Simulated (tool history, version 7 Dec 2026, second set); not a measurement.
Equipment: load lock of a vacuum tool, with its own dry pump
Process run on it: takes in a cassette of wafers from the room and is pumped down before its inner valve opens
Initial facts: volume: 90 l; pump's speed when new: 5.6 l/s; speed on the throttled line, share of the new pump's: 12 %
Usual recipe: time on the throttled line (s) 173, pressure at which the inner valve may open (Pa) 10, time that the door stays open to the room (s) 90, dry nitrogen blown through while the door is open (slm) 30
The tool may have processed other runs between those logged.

run    hour  time on the throttled line (s)  pressure at which the inner valve may open (Pa)  time that the door stays open to the room (s)  dry nitrogen blown through while the door is open (slm)  incoming humidity of the room's air, %  time from the closed door until the inner valve may open (s)  rise of the pressure with all valves shut (Pa/min)
  1     0.0                             173                                               10                                             90                                                       30                                    45.3                                                         303.3                                               0.036
  2   100.0                             173                                               10                                             90                                                       30                                    42.3                                                         302.9                                               0.034
  3   151.9                             173                                               10                                             90                                                       30                                    44.1                                                         303.2                                               0.038
  4   211.4                             173                                               10                                             90                                                       30                                    42.6                                                         300.8                                               0.031
  5   313.0                             173                                               10                                             90                                                       30                                    40.5                                                         303.8                                               0.033
  6   425.3                             173                                               10                                             90                                                       30                                    43.4                                                         302.8                                               0.030
  7   517.9                             173                                               10                                             90                                                       30                                    47.6                                                         303.4                                               0.036
  8   620.6                             173                                               10                                             90                                                       30                                    44.2                                                         303.3                                               0.035
  9   696.2                             173                                               10                                             90                                                       30                                    45.9                                                         302.8                                               0.034
 10   751.7                             173                                               10                                             90                                                       30                                    45.4                                                         300.7                                               0.033
 11   804.3                             173                                               10                                             90                                                       15                                    47.6                                                         303.2                                               0.042
 12   899.9                             191                                               10                                             90                                                       30                                    41.3                                                         316.7                                               0.032
 13   976.0                             173                                               10                                             90                                                        9                                    43.9                                                         300.3                                               0.055
 14  1091.6                             173                                               10                                             90                                                        9                                    43.6                                                         301.8                                               0.054
 15  1193.1                             173                                               10                                             90                                                        9                                    45.9                                                         304.0                                               0.056
 16  1265.6                             173                                               10                                             90                                                        9                                    44.2                                                         301.3                                               0.058
 17  1350.0                             173                                               10                                             90                                                        9                                    46.2                                                         301.6                                               0.064
 18  1463.9                             173                                               10                                             69                                                       30                                    44.6                                                         303.4                                               0.032
 19  1529.5                             173                                               10                                            147                                                       24                                    46.6                                                         300.8                                               0.053
 20  1629.3                             173                                               10                                             86                                                       20                                    43.5                                                         302.1                                               0.038
 21  1745.1                             173                                               10                                             86                                                       20                                    47.7                                                         300.6                                               0.041
 22  1864.8                             173                                               10                                             86                                                       20                                    42.7                                                         301.2                                               0.040
 23  1930.1                             173                                               10                                             28                                                       41                                    46.5                                                         303.6                                               0.017
     1983.7  -- door's seal changed, seat wiped
 24  1984.6                             318                                               14                                             40                                                       35                                    43.1                                                         420.1                                               0.017
 25  2062.3                             318                                               14                                             40                                                       35                                    42.1                                                         422.3                                               0.020
 26  2157.1                             318                                               14                                             40                                                       35                                    44.1                                                         424.0                                               0.024
 27  2266.4                             173                                               10                                            172                                                        6                                    47.8                                                         302.4                                               0.101
 28  2361.9                             173                                               10                                            172                                                        6                                    45.7                                                         302.1                                               0.096
 29  2457.3                             243                                               15                                            172                                                       30                                    44.6                                                         354.7                                               0.056
 30  2554.7                             243                                               15                                            172                                                       30                                    43.5                                                         358.1                                               0.045
 31  2654.3                             243                                               15                                            172                                                       30                                    43.8                                                         359.0                                               0.050
 32  2726.2                             321                                               10                                             90                                                       30                                    48.7                                                         428.8                                               0.033
 33  2819.5                             321                                                9                                             90                                                       30                                    46.9                                                         435.3                                               0.033
 34  2908.6                             279                                                8                                             36                                                       13                                    44.6                                                         399.0                                               0.027
 35  2984.9                             279                                                8                                             36                                                       13                                    44.4                                                         400.0                                               0.027
 36  3058.4                             279                                                8                                             36                                                       13                                    45.9                                                         401.7                                               0.032

Below are 4 alternative next runs, each starting from the tool's condition after run 36. Predict each:
  A  3159.2                              88                                               18                                             36                                                       19                                    41.9                                                             ?                                                   ?
  B  3159.2                             248                                                8                                             45                                                       10                                    44.6                                                             ?                                                   ?
  C  3159.2                             173                                               10                                             90                                                        4                                    44.9                                                             ?                                                   ?
  D  3159.2                             168                                               10                                             90                                                       30                                    43.1                                                             ?                                                   ?

run  time from the closed door until the inner valve may open (s)  rise of the pressure with all valves shut (Pa/min)
  A                                                         216.3                                               0.024
  B                                                         370.4                                               0.044
  C                                                         300.0                                               0.069
  D                                                         298.5                                               0.030
Without the tool's hidden state the same runs would have given:
run  time from the closed door until the inner valve may open (s)  rise of the pressure with all valves shut (Pa/min)
  A                                                         216.3                                               0.024
  B                                                         370.3                                               0.044
  C                                                         300.0                                               0.069
  D                                                         298.5                                               0.030
